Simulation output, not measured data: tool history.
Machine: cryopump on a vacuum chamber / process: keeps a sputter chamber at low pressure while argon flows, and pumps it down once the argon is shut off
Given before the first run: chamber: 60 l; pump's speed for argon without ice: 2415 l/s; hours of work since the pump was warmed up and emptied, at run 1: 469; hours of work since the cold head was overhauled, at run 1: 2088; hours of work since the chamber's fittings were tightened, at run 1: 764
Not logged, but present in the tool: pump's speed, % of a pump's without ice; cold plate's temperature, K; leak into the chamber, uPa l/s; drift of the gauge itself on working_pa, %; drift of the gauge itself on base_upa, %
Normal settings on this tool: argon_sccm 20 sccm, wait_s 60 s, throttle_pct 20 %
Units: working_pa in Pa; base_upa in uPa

run     day  argon_sccm  wait_s  throttle_pct  hours of work since the pump was warmed up and emptied  hours of work since the cold head was overhauled  hours of work since the chamber's fittings were tightened  working_pa  base_upa
  1       0          20      60            20                                                     469                                              2088                                                        764      0.0752      1.07
  2   2.804          20      60            20                                                     523                                              2142                                                        818      0.0745      1.18
  3   5.608          20      60            20                                                     577                                              2196                                                        872      0.0748      1.19
  4   7.562          20      60            20                                                     615                                              2234                                                        910      0.0753      1.24
  5   8.962          20      60            20                                                     642                                              2261                                                        937       0.076      1.25
  6  11.829          20      36            20                                                     697                                              2317                                                        992      0.0774      1.66
  7  14.708          20      36            20                                                     753                                              2372                                                       1048      0.0766      1.76
     15.596  -- pump warmed up, emptied and cooled again
  8  17.383          20      36            20                                                      35                                              2420                                                       1095      0.0721      1.38
  9  19.438          20      60            18                                                      74                                              2459                                                       1135      0.0782      1.16
 10   22.25          20      60            18                                                     129                                              2514                                                       1189      0.0786      1.25
     24.117  -- leaking fittings of the chamber tightened, without venting
 11  24.404          20      60            29                                                     168                                              2554                                                          6      0.0492      0.47
 12  26.583          20      60            29                                                     211                                              2596                                                         48      0.0502      0.53
 13  28.792          20      60            29                                                     253                                              2639                                                         90      0.0502      0.57
 14  31.083          20      90            20                                                     298                                              2683                                                        135      0.0728      0.47
 15  33.267          20     201            20                                                     340                                              2725                                                        177      0.0723      0.42
 16  35.179          39      63            17                                                     377                                              2762                                                        214      0.1659      0.67
 17  36.542          20      60            55                                                     403                                              2788                                                        240      0.0281      0.69
 18  38.225          20      60            55                                                     435                                              2821                                                        273      0.0295      0.73
 19  40.325          20      60            55                                                     476                                              2861                                                        313      0.0293      0.78
 20  42.733          20      60            55                                                     523                                              2908                                                        360      0.0297      0.83
 21    44.2          20      60            19                                                     551                                              2936                                                        388      0.0786      0.85
 22   45.85          20      60            19                                                     583                                              2968                                                        420      0.0795       0.9
 23  48.742          20      60            19                                                     639                                              3024                                                        476      0.0792      0.95
 24  50.638          20      60            19                                                     675                                              3060                                                        512      0.0791      0.95
 25  53.538          20      60            19                                                     731                                              3117                                                        568      0.0801         1
     55.517  -- pump warmed up, emptied and cooled again
 26  55.592          27      70            29                                                       1                                              3152                                                        604      0.0658      0.82
 27  57.012          21      89            20                                                      29                                              3180                                                        631      0.0737      0.84
 28  59.592          25     228            26                                                      79                                              3229                                                        681      0.0679      0.69

How would selected steps in working_pa from run to run divide? Give the signed amount a tool lacking its hidden state would still show from settings, what came in and random variation, and the signed amount left for the hidden state, including any gauge scatter that is not in both of the compared results.
Run 7 -> 8: pump warmed up, emptied and cooled again. working_pa -0.0045 Pa: hidden state -0.0064, all else +0.0019.
Run 15 -> 16: argon_sccm 20 -> 39, wait_s 201 -> 63, throttle_pct 20 -> 17. working_pa +0.0936 Pa: hidden state +0.0029, all else +0.0907.
Run 16 -> 17: argon_sccm 39 -> 20, wait_s 63 -> 60, throttle_pct 17 -> 55. working_pa -0.1378 Pa: hidden state -0.0024, all else -0.1354.
Run 25 -> 26: argon_sccm 20 -> 27, wait_s 60 -> 70, throttle_pct 19 -> 29, pump warmed up, emptied and cooled again. working_pa -0.0143 Pa: hidden state -0.0059, all else -0.0084.
